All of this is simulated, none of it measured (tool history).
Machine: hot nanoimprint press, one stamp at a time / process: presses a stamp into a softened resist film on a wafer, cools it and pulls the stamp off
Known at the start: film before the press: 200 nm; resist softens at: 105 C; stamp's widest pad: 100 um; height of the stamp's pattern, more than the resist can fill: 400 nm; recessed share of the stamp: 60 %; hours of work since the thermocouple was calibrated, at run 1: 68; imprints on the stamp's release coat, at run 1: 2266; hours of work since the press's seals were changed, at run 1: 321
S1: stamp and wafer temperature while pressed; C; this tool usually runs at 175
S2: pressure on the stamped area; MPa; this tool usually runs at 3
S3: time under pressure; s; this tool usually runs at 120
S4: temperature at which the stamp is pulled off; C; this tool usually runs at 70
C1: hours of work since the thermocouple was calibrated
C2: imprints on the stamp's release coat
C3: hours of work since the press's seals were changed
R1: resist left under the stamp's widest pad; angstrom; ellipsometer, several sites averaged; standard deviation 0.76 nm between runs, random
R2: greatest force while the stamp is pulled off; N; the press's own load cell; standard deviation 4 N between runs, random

run,hour,S1,S2,S3,S4,C1,C2,C3,R1,R2
1,0,175,3,120,70,68,2266,321,950,309
# hour 17.9: stamp cleaned and given a new release coat
2,17.9,175,3,120,70,76,0,329,956,188
3,29.8,175,3,120,70,83,49,336,965,197
4,38.6,175,3,120,70,89,85,342,957,197
5,45.2,175,3,120,70,93,112,346,947,198
6,50.3,175,3,120,69,97,133,350,961,197
7,61.5,175,3,120,70,104,179,357,944,200
8,68.1,175,3,120,70,108,207,361,954,204
9,77.9,175,3,197,76,114,247,367,782,204
10,90,183,4.78,123,63,122,296,375,558,213
11,98.3,165,2.03,217,70,127,331,380,1274,208
12,110.1,165,2.03,217,70,135,379,388,1269,205
13,115.9,183,2.55,214,56,139,403,391,580,233

Here are 5 independent what-if runs from the current tool condition. What would each one return?
A,126.1,183,3.87,214,56,145,445,398,?,?
B,126.1,173,4.34,120,70,145,445,398,?,?
C,126.1,171,2.55,214,56,145,445,398,?,?
D,126.1,167,3.79,214,56,145,445,398,?,?
E,126.1,172,2.55,214,56,145,445,398,?,?

run,R1,R2
A,480,229
B,861,213
C,949,226
D,937,229
E,915,229
Stripped of hidden state, with their random variation kept, the same runs would have yielded:
run,R1,R2
A,489,206
B,877,192
C,970,204
D,956,206
E,935,206
